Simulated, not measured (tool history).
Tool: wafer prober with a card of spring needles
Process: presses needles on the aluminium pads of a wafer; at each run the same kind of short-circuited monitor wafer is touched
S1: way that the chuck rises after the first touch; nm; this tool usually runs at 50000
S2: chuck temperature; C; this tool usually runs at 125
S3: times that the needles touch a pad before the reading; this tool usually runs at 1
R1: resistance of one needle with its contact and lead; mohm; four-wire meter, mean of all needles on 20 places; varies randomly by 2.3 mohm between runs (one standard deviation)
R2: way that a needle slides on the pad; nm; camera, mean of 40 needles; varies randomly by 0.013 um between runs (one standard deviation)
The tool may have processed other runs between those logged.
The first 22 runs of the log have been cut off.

run   hour     S1   S2  S3   R1    R2
     628.6  -- tips cleaned on abrasive film
 23  639.1  50000   68   2  281  5990
 24  659.7  48000   61   2  308  5750
     677.6  -- tips cleaned on abrasive film
 25  678.9  56000  114   2  260  6700
 26  696.6  48000   26   1  342  5750
 27  714.9  40000  110   2  374  4770
     727.1  -- tips cleaned on abrasive film
 28  737.8  40000   45   2  301  4770
 29  762.3  42000   56   2  352  4990
     777.7  -- tips cleaned on abrasive film
 30  790.1  42000   56   2  305  4990
     826.7  -- tips cleaned on abrasive film
 31  826.7  42000   56   2  253  4980
 32  866.8  50000   88   1  377  5920
     876.6  -- tips cleaned on abrasive film
 33  901.2  42000   66   2  334  4940
     926.7  -- tips cleaned on abrasive film
 34  941.8  65000   85   1  298  7740

3 ways to go on from here, each from the tool as it stands after run 34. What would each give?
       978  -- tips cleaned on abrasive film
  A  979.5  31000  85   2   ?   ?
       978  -- tips cleaned on abrasive film
  B  979.5  50000  73   1   ?   ?
       978  -- tips cleaned on abrasive film
  C  979.5  65000  85   1   ?   ?

run   R1    R2
  A  297  3610
  B  265  5890
  C  256  7720
With the hidden condition removed and each run's random variation left untouched, the same runs would have given:
run   R1    R2
  A  256  3780
  B  239  6050
  C  240  7890
